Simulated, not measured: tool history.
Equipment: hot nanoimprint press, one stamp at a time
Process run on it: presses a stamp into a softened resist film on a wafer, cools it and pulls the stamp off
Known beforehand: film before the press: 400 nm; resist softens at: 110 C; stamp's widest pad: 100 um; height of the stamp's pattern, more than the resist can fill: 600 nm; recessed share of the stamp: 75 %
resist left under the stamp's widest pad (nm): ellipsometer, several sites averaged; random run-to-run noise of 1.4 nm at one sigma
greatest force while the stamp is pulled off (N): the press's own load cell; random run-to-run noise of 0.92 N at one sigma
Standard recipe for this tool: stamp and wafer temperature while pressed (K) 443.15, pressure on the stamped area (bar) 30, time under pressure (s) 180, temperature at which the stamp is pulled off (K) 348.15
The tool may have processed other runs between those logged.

run,hour,stamp and wafer temperature while pressed (K),pressure on the stamped area (bar),time under pressure (s),temperature at which the stamp is pulled off (K),resist left under the stamp's widest pad (nm),greatest force while the stamp is pulled off (N)
1,0,443.15,30,180,348.15,225.2,113.4
2,12.4,443.15,30,180,348.15,219,114.5
3,23,443.15,30,180,348.15,224.1,116.6
4,33.4,443.15,30,180,348.15,221.6,117.9
5,53.1,443.15,24.6,180,348.15,237.2,117.7
6,76.1,443.15,24.6,180,347.15,239.4,120.2
7,91,443.15,30,180,348.15,219.5,118.6
8,100.8,443.15,30,180,348.15,219.9,117.4
9,120.2,443.15,30,180,348.15,219.7,120.2
10,133.4,443.15,30,180,348.15,220,119.2
11,155.4,443.15,30,180,348.15,219.1,119.1
12,171.6,443.15,30,180,346.15,220.8,125.6
13,183.1,443.15,30,180,346.15,218.3,126.6
14,194.9,442.15,30,180,348.15,230.6,117.8
15,217.3,443.15,30,180,348.15,216.4,112.1
16,229.9,433.15,26.3,126,339.15,360.3,139
17,246.6,454.15,21.5,180,352.15,138.7,101.6
18,266.8,443.15,31.9,180,348.15,212.7,112.9
19,284.4,452.15,46.8,119,345.15,123.4,122.5
20,301.6,452.15,46.8,119,345.15,123.3,121.3
21,316.4,452.15,46.8,119,345.15,124.2,122.3
22,331.7,452.15,46.8,119,352.15,124.7,102.4
23,354.7,440.15,29.7,180,339.15,253.8,140.2
24,366.8,440.15,29.7,180,339.15,254.3,140.9
25,380.5,455.15,29.7,180,339.15,110.2,141.3
26,400,453.15,42.1,99,349.15,133,111.1
27,413.8,436.15,19.7,133,345.15,345.2,123.8
28,424.3,436.15,19.7,133,345.15,343.6,124.5
29,442.1,436.15,33.9,133,340.15,310.1,138.5
30,457.5,436.15,22.7,149,350.15,328.8,109.7

Missing from the log above: 1 entry noted between runs. For each, name the pair of listed runs it sits between and say how the tool's hidden condition differs from the listed run just before to the listed run just after:
From run 14 to run 15: stamp cleaned and given a new release coat (hour 205.7)
  true temperature over the reading, C: 0.61 -> 0.64; pressure that arrives at the usual setting, %: 96.8 -> 96.75; grip of the stamp's worn release coat, % over a new coat's: 6.2 -> 0.2
  measured value less the no-hidden-state value, resist left under the stamp's widest pad (nm): -4.4 -> -4.6; greatest force while the stamp is pulled off (N): +5.1 -> -1.6
